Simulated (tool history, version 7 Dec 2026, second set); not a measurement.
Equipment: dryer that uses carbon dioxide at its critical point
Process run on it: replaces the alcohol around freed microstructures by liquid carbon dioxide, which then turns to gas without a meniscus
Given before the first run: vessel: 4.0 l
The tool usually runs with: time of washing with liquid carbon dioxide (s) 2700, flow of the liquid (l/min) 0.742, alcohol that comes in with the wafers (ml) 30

run   hour  time of washing with liquid carbon dioxide (s)  flow of the liquid (l/min)  alcohol that comes in with the wafers (ml)  alcohol left in the vessel before it's heated (ppm by volume)
  1      0                                            2700                       0.742                                          30                                                             90
  2    7.7                                            2700                       0.742                                          30                                                             79
  3   16.3                                            2700                       0.669                                          30                                                            104
  4   29.7                                            2700                       0.713                                          30                                                             99
  5   38.2                                            2700                       0.742                                          30                                                             91
  6   52.9                                            2700                       0.742                                          30                                                             93
  7     68                                            3180                       0.742                                          30                                                             80
  8   75.8                                            3180                       0.742                                          30                                                             79
  9   85.3                                            3180                       0.742                                          30                                                             86
 10   95.3                                            3180                       0.742                                          30                                                             97
 11  112.3                                            2700                       0.834                                          30                                                            104
 12    123                                            2700                       0.834                                          30                                                             97
 13  130.6                                            2700                       0.834                                          30                                                             95
 14  139.1                                            2700                       0.742                                          28                                                            102
 15    155                                            2700                       0.742                                          28                                                            101
 16  165.1                                            2700                        1.02                                          30                                                            101
 17  180.8                                            2700                        1.02                                          30                                                             93
 18    197                                            2700                       0.742                                          30                                                            115
 19    213                                            2700                       0.742                                          30                                                            118
 20  220.6                                            2700                       0.742                                          30                                                            110
 21    234                                            2700                       0.742                                          25                                                            121
 22    244                                            2700                       0.742                                          25                                                            116
 23  260.7                                            2700                       0.742                                          25                                                            128
 24  269.7                                            2700                       0.742                                          30                                                            123
 25  286.2                                            2460                       0.642                                          31                                                            179
 26  303.7                                            4260                       0.577                                          77                                                            126
 27  316.3                                            2700                       0.744                                          30                                                            134
 28    328                                            2700                       0.744                                          30                                                            127
 29  335.7                                            2700                       0.625                                          88                                                            261
 30  343.6                                            2700                         0.8                                          30                                                            131
 31  358.3                                            2700                         0.8                                          30                                                            137
 32  368.5                                            2700                         0.8                                          30                                                            127
 33  382.5                                            2700                       0.515                                          30                                                            242
 34    400                                            3600                       0.515                                          77                                                            203
 35  409.3                                            1680                       0.792                                         120                                                            714
 36  419.1                                            1680                       0.792                                         120                                                            718
 37  432.8                                            3780                       0.792                                          20                                                            135
 38  447.3                                            3780                       0.792                                          20                                                            129
 39  459.2                                            3780                       0.792                                          20                                                            136
 40  471.7                                            3780                       0.792                                          20                                                            132
 41  488.1                                            2400                       0.972                                          30                                                            147
 42  498.7                                            2400                       0.972                                          30                                                            150
 43  515.3                                            1680                       0.972                                          42                                                            230
 44  524.9                                            1680                       0.972                                          42                                                            236
 45  542.1                                            3120                        0.94                                          45                                                            151
 46  552.9                                            3120                        0.94                                          45                                                            146
 47  568.6                                            3120                       0.518                                          51                                                            255

Some steps in alcohol left in the vessel before it's heated (ppm by volume), run to run, broken into two amounts with sign: the step expected even without the hidden condition (settings, incoming material, random variation), and the rest, left for the hidden condition together with whatever gauge scatter is not in both the measured and the hidden-condition-free result:
Hidden state at play: flow that reaches the vessel past the clogged filter, %; alcohol in the recycled carbon dioxide, ppm; drift of the gauge itself on alcohol_ppm, %.
Run 28 -> 29: flow of the liquid (l/min) 0.744 -> 0.625, alcohol that comes in with the wafers (ml) 30 -> 88. alcohol left in the vessel before it's heated (ppm by volume) +134: hidden state +19, all else +115.
Run 34 -> 35: time of washing with liquid carbon dioxide (s) 3600 -> 1680, flow of the liquid (l/min) 0.515 -> 0.792, alcohol that comes in with the wafers (ml) 77 -> 120. alcohol left in the vessel before it's heated (ppm by volume) +511: hidden state +63, all else +448.
Run 36 -> 37: time of washing with liquid carbon dioxide (s) 1680 -> 3780, alcohol that comes in with the wafers (ml) 120 -> 20. alcohol left in the vessel before it's heated (ppm by volume) -583: hidden state -79, all else -504.
Run 46 -> 47: flow of the liquid (l/min) 0.94 -> 0.518, alcohol that comes in with the wafers (ml) 45 -> 51. alcohol left in the vessel before it's heated (ppm by volume) +109: hidden state +23, all else +86.
